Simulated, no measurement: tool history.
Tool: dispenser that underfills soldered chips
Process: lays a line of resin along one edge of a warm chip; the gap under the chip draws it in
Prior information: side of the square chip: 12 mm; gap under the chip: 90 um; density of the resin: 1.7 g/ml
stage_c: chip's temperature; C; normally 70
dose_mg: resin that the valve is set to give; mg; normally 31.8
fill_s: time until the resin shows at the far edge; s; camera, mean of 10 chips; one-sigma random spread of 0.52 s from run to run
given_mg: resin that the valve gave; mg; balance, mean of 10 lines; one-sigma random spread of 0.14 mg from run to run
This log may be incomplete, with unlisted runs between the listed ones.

{"run": 1, "hour": 0.0, "stage_c": 70, "dose_mg": 31.8, "fill_s": 39.1, "given_mg": 31.25}
{"hour": 9.8, "done": "new syringe of resin"}
{"run": 2, "hour": 13.2, "stage_c": 70, "dose_mg": 31.8, "fill_s": 44.3, "given_mg": 31.08}
{"hour": 19.8, "done": "new syringe of resin"}
{"run": 3, "hour": 24.5, "stage_c": 70, "dose_mg": 31.8, "fill_s": 46.6, "given_mg": 30.75}
{"hour": 29.9, "done": "new syringe of resin"}
{"run": 4, "hour": 32.0, "stage_c": 70, "dose_mg": 31.8, "fill_s": 43.0, "given_mg": 30.42}
{"hour": 39.9, "done": "new syringe of resin"}
{"run": 5, "hour": 46.7, "stage_c": 70, "dose_mg": 31.8, "fill_s": 48.9, "given_mg": 30.39}
{"hour": 50.6, "done": "new syringe of resin"}
{"hour": 60.7, "done": "new syringe of resin"}
{"run": 6, "hour": 60.7, "stage_c": 70, "dose_mg": 31.8, "fill_s": 39.0, "given_mg": 30.27}
{"run": 7, "hour": 69.2, "stage_c": 57, "dose_mg": 41.1, "fill_s": 75.2, "given_mg": 39.06}
{"hour": 70.6, "done": "new syringe of resin"}
{"run": 8, "hour": 76.0, "stage_c": 76, "dose_mg": 29.7, "fill_s": 41.1, "given_mg": 28.02}
{"hour": 81.0, "done": "new syringe of resin"}
{"run": 9, "hour": 83.9, "stage_c": 75, "dose_mg": 31.8, "fill_s": 39.3, "given_mg": 29.95}
{"hour": 91.1, "done": "new syringe of resin"}
{"run": 10, "hour": 91.1, "stage_c": 75, "dose_mg": 31.8, "fill_s": 34.1, "given_mg": 29.51}
{"hour": 101.8, "done": "new syringe of resin"}
{"run": 11, "hour": 103.1, "stage_c": 63, "dose_mg": 40.2, "fill_s": 48.9, "given_mg": 37.26}
{"hour": 111.9, "done": "new syringe of resin"}
{"run": 12, "hour": 111.9, "stage_c": 84, "dose_mg": 36.9, "fill_s": 27.3, "given_mg": 33.59}

Forecast each of these 5 alternatives for the next run:
{"hour": 122.1, "done": "new syringe of resin"}
{"run": "A", "hour": 123.3, "stage_c": 67, "dose_mg": 39.6, "fill_s": "?", "given_mg": "?"}
{"hour": 122.1, "done": "new syringe of resin"}
{"run": "B", "hour": 123.3, "stage_c": 64, "dose_mg": 28.7, "fill_s": "?", "given_mg": "?"}
{"hour": 122.1, "done": "new syringe of resin"}
{"run": "C", "hour": 123.3, "stage_c": 74, "dose_mg": 35.5, "fill_s": "?", "given_mg": "?"}
{"hour": 122.1, "done": "new syringe of resin"}
{"run": "D", "hour": 123.3, "stage_c": 83, "dose_mg": 27.0, "fill_s": "?", "given_mg": "?"}
{"hour": 122.1, "done": "new syringe of resin"}
{"run": "E", "hour": 123.3, "stage_c": 70, "dose_mg": 33.9, "fill_s": "?", "given_mg": "?"}

run=A fill_s=44.8 given_mg=35.98
run=B fill_s=52.1 given_mg=26.06
run=C fill_s=37.4 given_mg=32.33
run=D fill_s=30.0 given_mg=24.76
run=E fill_s=40.5 given_mg=30.98
Without the tool's hidden state the same runs would have given:
run=A fill_s=45.7 given_mg=39.47
run=B fill_s=51.9 given_mg=28.60
run=C fill_s=37.8 given_mg=35.47
run=D fill_s=29.5 given_mg=27.17
run=E fill_s=41.0 given_mg=33.99
